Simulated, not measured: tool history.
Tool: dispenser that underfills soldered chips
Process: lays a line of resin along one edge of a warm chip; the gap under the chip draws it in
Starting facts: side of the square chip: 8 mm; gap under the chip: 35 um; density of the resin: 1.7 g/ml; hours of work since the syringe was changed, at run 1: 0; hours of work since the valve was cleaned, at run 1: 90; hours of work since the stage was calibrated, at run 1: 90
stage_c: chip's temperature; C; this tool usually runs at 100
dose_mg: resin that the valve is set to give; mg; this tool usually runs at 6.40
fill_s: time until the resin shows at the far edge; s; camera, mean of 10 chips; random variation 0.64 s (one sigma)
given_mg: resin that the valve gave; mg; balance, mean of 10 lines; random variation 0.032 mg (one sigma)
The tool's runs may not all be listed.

| run | hour | stage_c | dose_mg | hours of work since the syringe was changed | hours of work since the valve was cleaned | hours of work since the stage was calibrated | fill_s | given_mg |
|---|---|---|---|---|---|---|---|---|
| 1 | 0.0 | 100 | 6.40 | 0 | 90 | 90 | 56.4 | 6.09 |
|  | 7.0 | new syringe of resin |
| 2 | 7.0 | 100 | 6.85 | 0 | 95 | 95 | 55.7 | 6.48 |
| 3 | 13.2 | 100 | 6.85 | 5 | 99 | 100 | 79.9 | 6.40 |
|  | 14.5 | new syringe of resin |
| 4 | 19.0 | 100 | 6.85 | 3 | 104 | 104 | 73.2 | 6.43 |
|  | 22.1 | new syringe of resin |
| 5 | 27.0 | 100 | 6.40 | 4 | 109 | 110 | 73.6 | 5.96 |
|  | 29.4 | new syringe of resin |
| 6 | 32.0 | 100 | 6.40 | 2 | 113 | 114 | 63.2 | 5.96 |
|  | 36.9 | new syringe of resin |
| 7 | 40.4 | 100 | 6.40 | 3 | 119 | 120 | 68.6 | 5.94 |
|  | 44.3 | new syringe of resin |
| 8 | 45.9 | 100 | 6.40 | 1 | 123 | 124 | 61.0 | 5.90 |
| 9 | 51.0 | 100 | 6.40 | 5 | 127 | 128 | 81.5 | 5.95 |
|  | 51.8 | new syringe of resin |
| 10 | 57.2 | 100 | 6.40 | 4 | 132 | 132 | 76.0 | 5.92 |
|  | 58.9 | new syringe of resin |
|  | 59.9 | dispensing valve cleaned and set on the balance |
| 11 | 65.0 | 92 | 6.40 | 4 | 4 | 137 | 97.9 | 6.37 |
|  | 67.3 | new syringe of resin |
| 12 | 72.3 | 92 | 6.40 | 4 | 9 | 142 | 98.0 | 6.34 |
|  | 74.7 | new syringe of resin |
| 13 | 80.5 | 100 | 6.40 | 4 | 15 | 149 | 76.4 | 6.42 |
|  | 82.1 | new syringe of resin |
| 14 | 85.6 | 100 | 8.26 | 3 | 19 | 152 | 68.7 | 8.19 |
|  | 89.7 | new syringe of resin |
| 15 | 91.4 | 100 | 6.40 | 1 | 23 | 156 | 62.1 | 6.26 |
|  | 97.3 | new syringe of resin |
| 16 | 99.4 | 100 | 5.51 | 2 | 29 | 162 | 65.2 | 5.37 |
|  | 104.7 | new syringe of resin |
| 17 | 105.7 | 100 | 6.40 | 1 | 34 | 167 | 58.0 | 6.26 |
|  | 112.1 | new syringe of resin |
| 18 | 113.0 | 99 | 8.04 | 1 | 39 | 172 | 61.1 | 7.91 |
| 19 | 117.7 | 99 | 8.04 | 4 | 43 | 176 | 80.6 | 7.79 |
|  | 119.8 | new syringe of resin |
| 20 | 123.7 | 99 | 8.04 | 3 | 47 | 180 | 70.3 | 7.75 |
|  | 127.1 | new syringe of resin |
| 21 | 127.7 | 88 | 6.87 | 0 | 50 | 183 | 88.1 | 6.68 |
| 22 | 133.7 | 96 | 6.13 | 5 | 54 | 188 | 94.1 | 5.94 |
|  | 134.5 | new syringe of resin |
| 23 | 139.5 | 104 | 6.40 | 4 | 58 | 192 | 65.8 | 6.18 |
|  | 141.6 | new syringe of resin |
| 24 | 147.5 | 93 | 7.27 | 5 | 64 | 198 | 100.3 | 7.04 |
|  | 148.9 | new syringe of resin |
| 25 | 152.7 | 88 | 5.71 | 3 | 68 | 201 | 105.9 | 5.47 |

Estimate the outcome of run 26 from the log above:
|  | 156.3 | new syringe of resin |
| 26 | 160.0 | 110 | 5.94 | 3 | 73 | 207 | ? | ? |

Run 26 yielded fill_s 48.1 s, given_mg 5.71 mg.
With the hidden condition absent and the run-to-run variation left alone, this run would have shown fill_s 39.6 s, given_mg 5.98 mg.
